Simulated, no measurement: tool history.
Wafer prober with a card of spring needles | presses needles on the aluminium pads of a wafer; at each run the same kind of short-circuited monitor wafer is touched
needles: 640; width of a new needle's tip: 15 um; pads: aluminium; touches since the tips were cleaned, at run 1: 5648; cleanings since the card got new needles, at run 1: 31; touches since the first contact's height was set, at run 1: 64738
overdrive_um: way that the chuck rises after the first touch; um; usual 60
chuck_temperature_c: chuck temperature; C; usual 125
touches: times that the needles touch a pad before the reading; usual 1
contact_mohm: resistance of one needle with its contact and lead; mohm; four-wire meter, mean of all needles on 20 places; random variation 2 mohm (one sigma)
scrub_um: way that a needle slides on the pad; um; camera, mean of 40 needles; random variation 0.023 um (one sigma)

run    hour  overdrive_um  chuck_temperature_c  touches  touches since the tips were cleaned  cleanings since the card got new needles  touches since the first contact's height was set  contact_mohm  scrub_um
  1       0            60                  125        1                                 5648                                        31                                             64738           222      10.8
       14.4  -- tips cleaned on abrasive film
       48.5  -- tips cleaned on abrasive film
  2    73.5            60                  125        1                                 6781                                        33                                             84569           219     10.75
       81.8  -- tips cleaned on abrasive film
  3   105.5            60                  125        1                                 6404                                        34                                             93173           223     10.77
      117.3  -- tips cleaned on abrasive film
      153.2  -- tips cleaned on abrasive film
  4   176.2            60                  125        1                                 6208                                        36                                            112245           219      10.8
      188.7  -- tips cleaned on abrasive film
      223.4  -- tips cleaned on abrasive film
  5   223.4            60                  125        1                                    0                                        38                                            124961           218     10.76
      259.5  -- tips cleaned on abrasive film
      296.8  -- tips cleaned on abrasive film
  6   297.9            53                  125        1                                  299                                        40                                            145037           224      9.52
      330.3  -- tips cleaned on abrasive film
  7   331.7            62                  125        1                                  376                                        41                                            154166           220     11.16
      365.7  -- tips cleaned on abrasive film
  8   373.4            62                  125        1                                 2083                                        42                                            165417           220     11.07
      400.9  -- tips cleaned on abrasive film
  9   423.7            62                  125        1                                 6173                                        43                                            178989           220     11.13
      436.4  -- tips cleaned on abrasive film
 10   456.9            62                  125        1                                 5561                                        44                                            187936           218     11.15
      474.8  -- tips cleaned on abrasive film
      509.1  -- tips cleaned on abrasive film
 11   509.1            60                  125        1                                    0                                        46                                            201993           223     10.76
      544.6  -- tips cleaned on abrasive film
 12   560.8            60                  125        1                                 4369                                        47                                            215940           220     10.77
      577.9  -- tips cleaned on abrasive film
      611.9  -- tips cleaned on abrasive film
 13   637.4            60                  125        1                                 6905                                        49                                            236613           221     10.76
      643.2  -- height of the first contact set anew
      648.5  -- tips cleaned on abrasive film
      681.6  -- tips cleaned on abrasive film
 14   707.3            60                  125        2                                 6960                                        51                                             17280           219     10.74
      714.6  -- tips cleaned on abrasive film
      751.8  -- tips cleaned on abrasive film
 15   751.8            60                  125        1                                    0                                        53                                             29258           215     10.79
      787.3  -- tips cleaned on abrasive film
 16   791.4            60                   73        1                                 1114                                        54                                             39935           208     10.82
      825.4  -- tips cleaned on abrasive film
 17     844            44                   40        1                                 5055                                        55                                             54144           205      7.88
      858.5  -- tips cleaned on abrasive film
      892.6  -- tips cleaned on abrasive film
 18     909            74                   98        2                                 4456                                        57                                             71661           211     13.29
      927.6  -- tips cleaned on abrasive film
 19   958.3            60                   28        1                                 8313                                        58                                             84967           196     10.77
      962.4  -- tips cleaned on abrasive film
      995.8  -- tips cleaned on abrasive film
 20   995.8            63                   54        1                                    0                                        60                                             95044           201     11.32
     1031.6  -- tips cleaned on abrasive film
 21  1038.3            63                   54        1                                 1811                                        61                                            106504           202      11.3
     1065.1  -- tips cleaned on abrasive film
       1099  -- tips cleaned on abrasive film
 22  1110.7            49                  125        3                                 3162                                        63                                            126035           224      8.79
     1135.8  -- tips cleaned on abrasive film
     1169.2  -- tips cleaned on abrasive film
 23  1172.1            45                   33        2                                  778                                        65                                            142565           206      8.09
     1201.8  -- tips cleaned on abrasive film
 24  1231.9            68                  125        1                                 8133                                        66                                            158715           217     12.18
     1236.7  -- tips cleaned on abrasive film
 25  1266.4            48                   38        2                                 8025                                        67                                            168024           203      8.62
     1270.8  -- tips cleaned on abrasive film
     1306.9  -- tips cleaned on abrasive film
 26    1327            48                   34        2                                 5445                                        69                                            184352           206      8.67
     1340.6  -- tips cleaned on abrasive film
 27    1368            63                  108        1                                 7398                                        70                                            195406           215     11.31
       1378  -- tips cleaned on abrasive film
     1411.3  -- tips cleaned on abrasive film
 28  1438.9            63                  104        1                                 7477                                        72                                            214536           211     11.29
       1447  -- tips cleaned on abrasive film
 29  1473.3            63                  104        1                                 7134                                        73                                            223816           213     11.32
     1480.6  -- tips cleaned on abrasive film
 30    1509            63                  104        1                                 7695                                        74                                            233437           215     11.27
     1513.2  -- tips cleaned on abrasive film
     1527.2  -- height of the first contact set anew
       1548  -- tips cleaned on abrasive film
     1582.4  -- tips cleaned on abrasive film
 31  1582.4            57                  104        2                                    0                                        77                                             14876           218     10.23

How the hidden state differs across the entries between the runs, from the last listed run before each to the first after it:
Between runs 1 and 2: tips cleaned on abrasive film (hour 14.4); tips cleaned on abrasive film (hour 48.5)
  no hidden state differs between the two runs
Between runs 2 and 3: tips cleaned on abrasive film (hour 81.8)
  no hidden state differs between the two runs
Between runs 3 and 4: tips cleaned on abrasive film (hour 117.3); tips cleaned on abrasive film (hour 153.2)
  way that the needles fall short of the set height, um: 0 -> 0.01
Between runs 4 and 5: tips cleaned on abrasive film (hour 188.7); tips cleaned on abrasive film (hour 223.4)
  debris on the tips, nm: 0.8 -> 0
Between runs 5 and 6: tips cleaned on abrasive film (hour 259.5); tips cleaned on abrasive film (hour 296.8)
  debris on the tips, nm: 0 -> 0.1
Between runs 6 and 7: tips cleaned on abrasive film (hour 330.3)
  no hidden state differs between the two runs
Between runs 7 and 8: tips cleaned on abrasive film (hour 365.7)
  debris on the tips, nm: 0.1 -> 0.4
Between runs 8 and 9: tips cleaned on abrasive film (hour 400.9)
  debris on the tips, nm: 0.4 -> 0.7
Between runs 9 and 10: tips cleaned on abrasive film (hour 436.4)
  no hidden state differs between the two runs
Between runs 10 and 11: tips cleaned on abrasive film (hour 474.8); tips cleaned on abrasive film (hour 509.1)
  debris on the tips, nm: 0.7 -> 0
Between runs 11 and 12: tips cleaned on abrasive film (hour 544.6)
  debris on the tips, nm: 0 -> 0.6
Between runs 12 and 13: tips cleaned on abrasive film (hour 577.9); tips cleaned on abrasive film (hour 611.9)
  debris on the tips, nm: 0.6 -> 0.8
Between runs 13 and 14: height of the first contact set anew (hour 643.2); tips cleaned on abrasive film (hour 648.5); tips cleaned on abrasive film (hour 681.6)
  way that the needles fall short of the set height, um: 0.01 -> 0
Between runs 14 and 15: tips cleaned on abrasive film (hour 714.6); tips cleaned on abrasive film (hour 751.8)
  debris on the tips, nm: 0.8 -> 0.1
Between runs 15 and 16: tips cleaned on abrasive film (hour 787.3)
  debris on the tips, nm: 0.1 -> 0.2
Between runs 16 and 17: tips cleaned on abrasive film (hour 825.4)
  debris on the tips, nm: 0.2 -> 0.7
Between runs 17 and 18: tips cleaned on abrasive film (hour 858.5); tips cleaned on abrasive film (hour 892.6)
  no hidden state differs between the two runs
Between runs 18 and 19: tips cleaned on abrasive film (hour 927.6)
  debris on the tips, nm: 0.7 -> 0.9
Between runs 19 and 20: tips cleaned on abrasive film (hour 962.4); tips cleaned on abrasive film (hour 995.8)
  debris on the tips, nm: 0.9 -> 0.1; way that the needles fall short of the set height, um: 0 -> 0.01
Between runs 20 and 21: tips cleaned on abrasive film (hour 1031.6)
  debris on the tips, nm: 0.1 -> 0.3
Between runs 21 and 22: tips cleaned on abrasive film (hour 1065.1); tips cleaned on abrasive film (hour 1099)
  debris on the tips, nm: 0.3 -> 0.6
Between runs 22 and 23: tips cleaned on abrasive film (hour 1135.8); tips cleaned on abrasive film (hour 1169.2)
  debris on the tips, nm: 0.6 -> 0.2
Between runs 23 and 24: tips cleaned on abrasive film (hour 1201.8)
  debris on the tips, nm: 0.2 -> 0.9
Between runs 24 and 25: tips cleaned on abrasive film (hour 1236.7)
  no hidden state differs between the two runs
Between runs 25 and 26: tips cleaned on abrasive film (hour 1270.8); tips cleaned on abrasive film (hour 1306.9)
  debris on the tips, nm: 0.9 -> 0.7
Between runs 26 and 27: tips cleaned on abrasive film (hour 1340.6)
  debris on the tips, nm: 0.7 -> 0.8
Between runs 27 and 28: tips cleaned on abrasive film (hour 1378); tips cleaned on abrasive film (hour 1411.3)
  debris on the tips, nm: 0.8 -> 0.9
Between runs 28 and 29: tips cleaned on abrasive film (hour 1447)
  debris on the tips, nm: 0.9 -> 0.8
Between runs 29 and 30: tips cleaned on abrasive film (hour 1480.6)
  no hidden state differs between the two runs
Between runs 30 and 31: tips cleaned on abrasive film (hour 1513.2); height of the first contact set anew (hour 1527.2); tips cleaned on abrasive film (hour 1548); tips cleaned on abrasive film (hour 1582.4)
  debris on the tips, nm: 0.8 -> 0.1; way that the needles fall short of the set height, um: 0.01 -> 0
